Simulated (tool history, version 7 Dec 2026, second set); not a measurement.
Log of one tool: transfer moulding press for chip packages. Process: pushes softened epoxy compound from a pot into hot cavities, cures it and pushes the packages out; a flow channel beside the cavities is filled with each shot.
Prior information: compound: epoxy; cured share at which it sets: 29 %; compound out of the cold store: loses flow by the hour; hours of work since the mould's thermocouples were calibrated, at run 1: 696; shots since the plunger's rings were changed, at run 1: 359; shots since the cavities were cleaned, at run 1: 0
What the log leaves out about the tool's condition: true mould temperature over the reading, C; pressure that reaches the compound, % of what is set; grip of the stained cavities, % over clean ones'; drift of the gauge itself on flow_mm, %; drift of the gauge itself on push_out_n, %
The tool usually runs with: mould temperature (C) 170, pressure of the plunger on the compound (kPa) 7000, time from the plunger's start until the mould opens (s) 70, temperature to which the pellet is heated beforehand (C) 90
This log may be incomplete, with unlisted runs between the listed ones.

| run | day | mould temperature (C) | pressure of the plunger on the compound (kPa) | time from the plunger's start until the mould opens (s) | temperature to which the pellet is heated beforehand (C) | hours of work since the mould's thermocouples were calibrated | shots since the plunger's rings were changed | shots since the cavities were cleaned | incoming compound's hours out of the cold store | length that the compound runs in the flow channel (mm) | greatest force on the pins that push the packages out (N) |
|---|---|---|---|---|---|---|---|---|---|---|---|
| 1 | 0.000 | 170 | 7000 | 70 | 90 | 696 | 359 | 0 | 30.0 | 776 | 429 |
| 2 | 0.592 | 164 | 7000 | 70 | 90 | 707 | 592 | 233 | 47.6 | 706 | 797 |
| 3 | 1.262 | 170 | 7000 | 67 | 90 | 719 | 855 | 496 | 45.0 | 705 | 681 |
| 4 | 1.742 | 170 | 6630 | 70 | 90 | 728 | 1045 | 686 | 14.9 | 824 | 676 |
| 5 | 2.308 | 170 | 6630 | 70 | 90 | 738 | 1268 | 909 | 43.9 | 687 | 673 |
|  | 2.942 | cavities cleaned with cleaning compound and waxed |
| 6 | 2.942 | 170 | 6630 | 70 | 90 | 749 | 1491 | 0 | 15.2 | 817 | 443 |
|  | 3.254 | mould's thermocouples calibrated |
| 7 | 3.712 | 168 | 7000 | 70 | 90 | 8 | 1761 | 270 | 14.0 | 849 | 686 |
| 8 | 4.446 | 168 | 7000 | 70 | 90 | 22 | 2050 | 559 | 44.4 | 703 | 702 |
| 9 | 5.025 | 168 | 7000 | 70 | 90 | 33 | 2277 | 786 | 8.6 | 874 | 856 |
|  | 5.975 | cavities cleaned with cleaning compound and waxed |
| 10 | 6.192 | 170 | 7000 | 70 | 90 | 53 | 2711 | 84 | 42.9 | 705 | 464 |
| 11 | 7.038 | 170 | 7000 | 70 | 81 | 69 | 3045 | 418 | 43.0 | 704 | 646 |
|  | 7.462 | plunger's sealing rings changed |
| 12 | 7.775 | 170 | 7000 | 70 | 81 | 80 | 123 | 666 | 43.5 | 716 | 649 |
|  | 8.796 | mould's thermocouples calibrated, once more |
| 13 | 8.838 | 170 | 7000 | 70 | 90 | 1 | 509 | 1052 | 39.7 | 729 | 696 |
|  | 9.104 | cavities cleaned with cleaning compound and waxed |
| 14 | 9.888 | 170 | 7000 | 70 | 90 | 19 | 897 | 309 | 18.0 | 828 | 609 |
| 15 | 10.725 | 170 | 7000 | 70 | 90 | 34 | 1227 | 639 | 42.1 | 714 | 645 |
| 16 | 11.758 | 169 | 6080 | 102 | 90 | 54 | 1632 | 1044 | 20.4 | 761 | 519 |
|  | 12.083 | cavities cleaned with cleaning compound and waxed |
| 17 | 12.508 | 169 | 6080 | 102 | 90 | 66 | 1902 | 167 | 9.5 | 813 | 407 |
| 18 | 13.688 | 169 | 6080 | 102 | 90 | 88 | 2366 | 631 | 37.9 | 678 | 489 |
| 19 | 14.575 | 167 | 7000 | 75 | 96 | 104 | 2715 | 980 | 18.5 | 821 | 739 |
|  | 15.042 | cavities cleaned with cleaning compound and waxed |
| 20 | 15.458 | 167 | 7230 | 75 | 84 | 120 | 3039 | 165 | 47.7 | 699 | 532 |
|  | 15.942 | plunger's sealing rings changed |
| 21 | 16.612 | 170 | 7000 | 68 | 99 | 139 | 263 | 576 | 17.9 | 833 | 686 |
| 22 | 17.558 | 164 | 7200 | 70 | 98 | 157 | 636 | 949 | 33.7 | 775 | 984 |
|  | 18.167 | cavities cleaned with cleaning compound and waxed |
| 23 | 18.317 | 168 | 7980 | 70 | 98 | 169 | 909 | 59 | 29.2 | 828 | 529 |
| 24 | 19.233 | 170 | 7000 | 96 | 86 | 186 | 1270 | 420 | 38.8 | 729 | 478 |
| 25 | 20.312 | 172 | 7000 | 96 | 86 | 206 | 1695 | 845 | 8.5 | 868 | 502 |
| 26 | 20.792 | 172 | 7000 | 96 | 81 | 215 | 1882 | 1032 | 42.8 | 705 | 511 |
|  | 21.154 | cavities cleaned with cleaning compound and waxed |
| 27 | 21.954 | 172 | 7000 | 96 | 81 | 235 | 2315 | 314 | 11.2 | 853 | 433 |
| 28 | 22.883 | 170 | 8340 | 105 | 90 | 253 | 2680 | 679 | 17.9 | 899 | 490 |

Below are 3 alternative next runs, each starting from the tool's condition after run 28. Predict each:
| A | 23.496 | 170 | 8340 | 105 | 93 | 264 | 2921 | 920 | 11.8 | ? | ? |
| B | 23.496 | 170 | 7920 | 70 | 97 | 264 | 2921 | 920 | 18.6 | ? | ? |
| C | 23.496 | 171 | 5290 | 105 | 83 | 264 | 2921 | 920 | 15.0 | ? | ? |

| run | length that the compound runs in the flow channel (mm) | greatest force on the pins that push the packages out (N) |
|---|---|---|
| A | 925 | 494 |
| B | 865 | 711 |
| C | 722 | 515 |
Without the tool's unlogged condition, the same runs would have read:
| run | length that the compound runs in the flow channel (mm) | greatest force on the pins that push the packages out (N) |
|---|---|---|
| A | 946 | 304 |
| B | 885 | 449 |
| C | 739 | 316 |

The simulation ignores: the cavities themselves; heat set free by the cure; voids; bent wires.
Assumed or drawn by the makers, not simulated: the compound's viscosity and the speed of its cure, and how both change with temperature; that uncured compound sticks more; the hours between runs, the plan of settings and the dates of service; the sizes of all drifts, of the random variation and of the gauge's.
